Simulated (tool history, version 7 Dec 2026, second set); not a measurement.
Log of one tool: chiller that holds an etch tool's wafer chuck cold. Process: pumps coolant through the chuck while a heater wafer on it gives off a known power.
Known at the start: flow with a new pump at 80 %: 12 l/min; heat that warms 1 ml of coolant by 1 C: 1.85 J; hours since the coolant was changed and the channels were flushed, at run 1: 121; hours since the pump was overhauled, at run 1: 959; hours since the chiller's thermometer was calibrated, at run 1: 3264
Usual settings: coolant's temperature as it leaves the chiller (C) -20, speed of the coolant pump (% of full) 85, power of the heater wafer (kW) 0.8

| run | hour | coolant's temperature as it leaves the chiller (C) | speed of the coolant pump (% of full) | power of the heater wafer (kW) | hours since the coolant was changed and the channels were flushed | hours since the pump was overhauled | hours since the chiller's thermometer was calibrated | chuck's temperature once it has settled (C) | how much warmer the coolant comes back (C) |
|---|---|---|---|---|---|---|---|---|---|
| 1 | 0 | -20 | 85 | 0.8 | 121 | 959 | 3264 | -14.28 | 2.05 |
| 2 | 22.8 | -20 | 77 | 0.8 | 144 | 982 | 3287 | -13.93 | 2.24 |
| 3 | 58.3 | -20 | 77 | 0.8 | 179 | 1018 | 3323 | -14.01 | 2.27 |
| 4 | 89.7 | -20 | 85 | 0.604 | 211 | 1049 | 3354 | -15.74 | 1.56 |
| 5 | 119.5 | -20 | 85 | 0.8 | 241 | 1079 | 3384 | -14.34 | 2.04 |
| 6 | 160.4 | -20 | 85 | 0.8 | 281 | 1120 | 3425 | -14.39 | 2.07 |
| 7 | 198.6 | -20 | 65 | 0.8 | 320 | 1158 | 3463 | -13.29 | 2.71 |
| 8 | 219.1 | -20 | 65 | 0.8 | 340 | 1178 | 3483 | -13.28 | 2.74 |
| 9 | 244.9 | -20 | 65 | 0.8 | 366 | 1204 | 3509 | -13.14 | 2.74 |
| 10 | 271.7 | -28 | 65 | 0.8 | 393 | 1231 | 3536 | -21.1 | 2.72 |
| 11 | 313.2 | -20 | 85 | 0.8 | 434 | 1273 | 3578 | -14.41 | 2.07 |
|  | 320.2 | coolant pump overhauled |
| 12 | 351.3 | -16 | 85 | 0.8 | 467 | 31 | 3611 | -10.33 | 2.07 |
| 13 | 374 | -16 | 85 | 0.8 | 490 | 54 | 3633 | -10.49 | 2.08 |
|  | 381.2 | chiller's thermometer calibrated |
| 14 | 399.3 | -16 | 85 | 0.8 | 514 | 78 | 18 | -10.26 | 2.14 |
| 15 | 440.8 | -16 | 85 | 0.8 | 556 | 120 | 60 | -10.22 | 2.06 |
| 16 | 463.4 | -20 | 85 | 0.893 | 578 | 142 | 82 | -13.57 | 2.29 |
| 17 | 489.7 | -14 | 80 | 0.731 | 605 | 168 | 108 | -8.54 | 2 |
|  | 503 | coolant pump overhauled, once more |
| 18 | 529.2 | -14 | 80 | 0.731 | 639 | 26 | 143 | -8.59 | 1.97 |
| 19 | 553.6 | -14 | 80 | 0.731 | 664 | 51 | 167 | -8.51 | 1.98 |
| 20 | 593.9 | -14 | 80 | 0.731 | 704 | 91 | 208 | -8.44 | 1.98 |
| 21 | 619.5 | -23 | 68 | 0.8 | 730 | 116 | 233 | -16.42 | 2.57 |
| 22 | 646.8 | -20 | 86 | 0.911 | 757 | 144 | 261 | -13.56 | 2.29 |
| 23 | 687.9 | -20 | 86 | 0.561 | 798 | 185 | 302 | -15.99 | 1.39 |
| 24 | 706.8 | -20 | 86 | 0.561 | 817 | 204 | 321 | -15.95 | 1.41 |
| 25 | 730.6 | -29 | 85 | 0.811 | 841 | 228 | 344 | -22.99 | 2.05 |
| 26 | 766.9 | -29 | 94 | 0.476 | 877 | 264 | 381 | -25.99 | 1.1 |
| 27 | 784.4 | -20 | 85 | 0.628 | 894 | 281 | 398 | -15.62 | 1.59 |
| 28 | 807 | -20 | 85 | 0.628 | 917 | 304 | 421 | -15.49 | 1.62 |
| 29 | 823.9 | -28 | 81 | 0.8 | 934 | 321 | 438 | -22.06 | 2.18 |
| 30 | 846.4 | -28 | 81 | 0.8 | 956 | 343 | 460 | -21.99 | 2.14 |
| 31 | 870.3 | -20 | 85 | 0.809 | 980 | 367 | 484 | -14.16 | 2.04 |
| 32 | 896.8 | -17 | 78 | 0.978 | 1007 | 394 | 511 | -9.61 | 2.71 |

Measured less the same run without the tool's hidden state. The same run-to-run variation is in both; the gauge's scatter may not be:
The hidden state here: heat passed by the chuck's channels, % of clean ones'; flow at a given pump speed, % of a new pump's; coolant's true temperature over the reading, C; drift of the gauge itself on chuck_c, C; drift of the gauge itself on warmer_back_c, C.
| run | chuck's temperature once it has settled (C) | how much warmer the coolant comes back (C) |
|---|---|---|
| 1 | -0.12 | +0.03 |
| 2 | -0.12 | +0.03 |
| 3 | -0.12 | +0.03 |
| 4 | -0.14 | +0.02 |
| 5 | -0.11 | +0.03 |
| 6 | -0.11 | +0.03 |
| 7 | -0.09 | +0.04 |
| 8 | -0.09 | +0.04 |
| 9 | -0.09 | +0.04 |
| 10 | -0.09 | +0.04 |
| 11 | -0.1 | +0.03 |
| 12 | -0.09 | +0.04 |
| 13 | -0.09 | +0.03 |
| 14 | +0.03 | +0.04 |
| 15 | +0.04 | +0.04 |
| 16 | +0.05 | +0.05 |
| 17 | +0.04 | +0.04 |
| 18 | -0.03 | +0 |
| 19 | -0.04 | +0 |
| 20 | -0.03 | +0 |
| 21 | -0.02 | +0 |
| 22 | -0.01 | +0 |
| 23 | -0.04 | +0 |
| 24 | -0.04 | +0 |
| 25 | -0.02 | +0.01 |
| 26 | -0.06 | +0.01 |
| 27 | -0.04 | +0 |
| 28 | -0.03 | +0.01 |
| 29 | -0.01 | +0.01 |
| 30 | -0.01 | +0 |
| 31 | -0.01 | +0.01 |
| 32 | +0.02 | +0.01 |
